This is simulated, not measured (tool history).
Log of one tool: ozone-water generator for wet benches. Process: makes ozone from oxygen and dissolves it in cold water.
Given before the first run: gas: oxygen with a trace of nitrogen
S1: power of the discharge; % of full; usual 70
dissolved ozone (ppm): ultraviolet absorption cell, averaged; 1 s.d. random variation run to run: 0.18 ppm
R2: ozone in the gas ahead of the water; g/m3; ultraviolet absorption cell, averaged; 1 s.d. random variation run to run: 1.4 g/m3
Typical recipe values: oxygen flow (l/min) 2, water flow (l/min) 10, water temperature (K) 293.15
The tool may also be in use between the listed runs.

Run 1, day 0: usual settings. Result: dissolved ozone (ppm) 24, R2 264.7 g/m3.
Run 2, day 0.883: usual settings but water flow (l/min) 11. Result: dissolved ozone (ppm) 22.3, R2 265.5 g/m3.
Run 3, day 2.175: usual settings but water flow (l/min) 6. Result: dissolved ozone (ppm) 34.2, R2 264.2 g/m3.
Run 4, day 3.346: usual settings. Result: dissolved ozone (ppm) 24.1, R2 263.7 g/m3.
Run 5, day 5.154: usual settings. Result: dissolved ozone (ppm) 24, R2 266 g/m3.
Run 6, day 7.004: usual settings. Result: dissolved ozone (ppm) 24, R2 263 g/m3.
Run 7, day 8.15: usual settings. Result: dissolved ozone (ppm) 24.3, R2 265.1 g/m3.
Run 8, day 9.475: usual settings. Result: dissolved ozone (ppm) 24, R2 265.8 g/m3.
Run 9, day 10.429: usual settings but oxygen flow (l/min) 2.14, water flow (l/min) 9. Result: dissolved ozone (ppm) 26.5, R2 259.9 g/m3.
Run 10, day 11.621: usual settings but S1 54 % of full, oxygen flow (l/min) 2.14, water flow (l/min) 9. Result: dissolved ozone (ppm) 22.2, R2 217.7 g/m3.

5 options for the next run, each taken on its own from the tool as it stands now. Forecast them:
Run A, day 13.667: usual settings. Result: dissolved ozone (ppm) ?, R2 ?.
Run B, day 13.667: usual settings. Result: dissolved ozone (ppm) ?, R2 ?.
Run C, day 13.667: usual settings but oxygen flow (l/min) 3.5. Result: dissolved ozone (ppm) ?, R2 ?.
Run D, day 13.667: usual settings but S1 62 % of full, oxygen flow (l/min) 2.14, water flow (l/min) 16. Result: dissolved ozone (ppm) ?, R2 ?.
Run E, day 13.667: usual settings but S1 52 % of full, water flow (l/min) 11, water temperature (K) 288.15. Result: dissolved ozone (ppm) ?, R2 ?.

run  dissolved ozone (ppm)     R2
  A                   24.2  269.1
  B                     24  267.6
  C                   25.7  212.9
  D                   15.4  239.5
  E                   19.6  222.9
With no hidden state in the tool, these same runs would have given:
run  dissolved ozone (ppm)     R2
  A                   24.2  267.2
  B                     24  265.7
  C                   25.8  211.4
  D                   15.5  237.8
  E                   19.6  221.3

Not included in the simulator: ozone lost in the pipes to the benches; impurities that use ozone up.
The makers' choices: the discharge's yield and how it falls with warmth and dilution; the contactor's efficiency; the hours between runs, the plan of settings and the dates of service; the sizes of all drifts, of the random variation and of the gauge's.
